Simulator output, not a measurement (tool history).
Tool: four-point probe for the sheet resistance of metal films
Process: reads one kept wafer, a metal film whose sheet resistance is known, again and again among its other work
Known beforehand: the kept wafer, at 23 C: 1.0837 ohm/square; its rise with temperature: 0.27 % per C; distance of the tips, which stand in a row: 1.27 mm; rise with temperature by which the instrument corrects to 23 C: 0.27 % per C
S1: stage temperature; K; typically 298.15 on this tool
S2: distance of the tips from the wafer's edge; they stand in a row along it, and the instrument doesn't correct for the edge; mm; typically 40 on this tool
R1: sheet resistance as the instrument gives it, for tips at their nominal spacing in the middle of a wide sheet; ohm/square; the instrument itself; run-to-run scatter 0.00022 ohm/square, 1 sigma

run	day	S1	S2	R1
1	0.000	298.15	40	1.075372
2	2.308	302.15	40	1.075163
3	5.838	298.15	40	1.074559
4	11.062	298.15	6	1.098813
5	15.683	298.15	6	1.098420
6	20.012	296.15	40	1.073196
7	24.229	296.15	40	1.072002
8	28.483	298.15	40	1.072357
9	30.946	298.15	40	1.071671
10	34.896	298.15	40	1.071474
11	38.100	298.15	40	1.071196
12	40.888	298.15	40	1.070754
13	44.500	298.15	40	1.070010
14	48.212	298.15	40	1.069669
15	52.688	301.15	40	1.069741
# day 53.038: stage's thermometer calibrated
16	54.967	301.15	40	1.068691
17	58.696	301.15	40	1.068503
18	63.138	301.15	40	1.067727
# day 65.229: stage's thermometer calibrated, once more
19	65.433	301.15	40	1.069223
20	68.446	301.15	5	1.104103
21	71.992	298.15	40	1.068232
22	75.071	298.15	40	1.067990
23	77.946	298.15	40	1.067966
# day 82.050: new probe head fitted
24	82.658	298.15	7	1.096100
25	85.992	298.15	43	1.077588
26	89.429	300.15	4	1.132189
27	93.450	293.15	10	1.085540
28	95.829	293.15	8	1.090196
29	98.192	293.15	8	1.089718
30	102.117	293.15	8	1.088873
31	106.304	293.15	4	1.129886
32	110.329	304.15	4	1.129452
33	115.492	304.15	23	1.075706
34	117.967	296.15	4	1.128089
35	120.329	295.15	16	1.076549
36	122.667	304.15	40	1.073933
37	127.775	299.15	7	1.091395
38	130.471	305.15	3	1.166096
# day 133.333: stage's thermometer calibrated
39	134.475	306.15	25	1.074805
40	138.388	306.15	72	1.072776
41	141.471	306.15	72	1.072337
42	146.221	303.15	72	1.072237
43	148.712	299.15	18	1.074384
44	153.629	292.15	3	1.164227
45	156.112	292.15	3	1.163822

Pick out some run-to-run changes in R1. Of each, how much would a tool without hidden state show as well, from the settings, what came in and chance, and how much is left for the hidden state and any gauge scatter not in both results compared?
Hidden conditions of the tool in this case: inner tips' distance over the nominal, %; tips' flats over new ones', %; wafer's true temperature over the reading, C; drift of the gauge itself on sheet_ohm, %.
Run 23 -> 24: S2 40 -> 7, new probe head fitted. R1 +0.028134 ohm/square: hidden state +0.010038, all else +0.018096.
Run 37 -> 38: S1 299.15 -> 305.15, S2 7 -> 3. R1 +0.074701 ohm/square: hidden state -0.001033, all else +0.075734.
Run 38 -> 39: S1 305.15 -> 306.15, S2 3 -> 25, stage's thermometer calibrated. R1 -0.091291 ohm/square: hidden state +0.001789, all else -0.093080.
Run 43 -> 44: S1 299.15 -> 292.15, S2 18 -> 3. R1 +0.089843 ohm/square: hidden state -0.001544, all else +0.091387.

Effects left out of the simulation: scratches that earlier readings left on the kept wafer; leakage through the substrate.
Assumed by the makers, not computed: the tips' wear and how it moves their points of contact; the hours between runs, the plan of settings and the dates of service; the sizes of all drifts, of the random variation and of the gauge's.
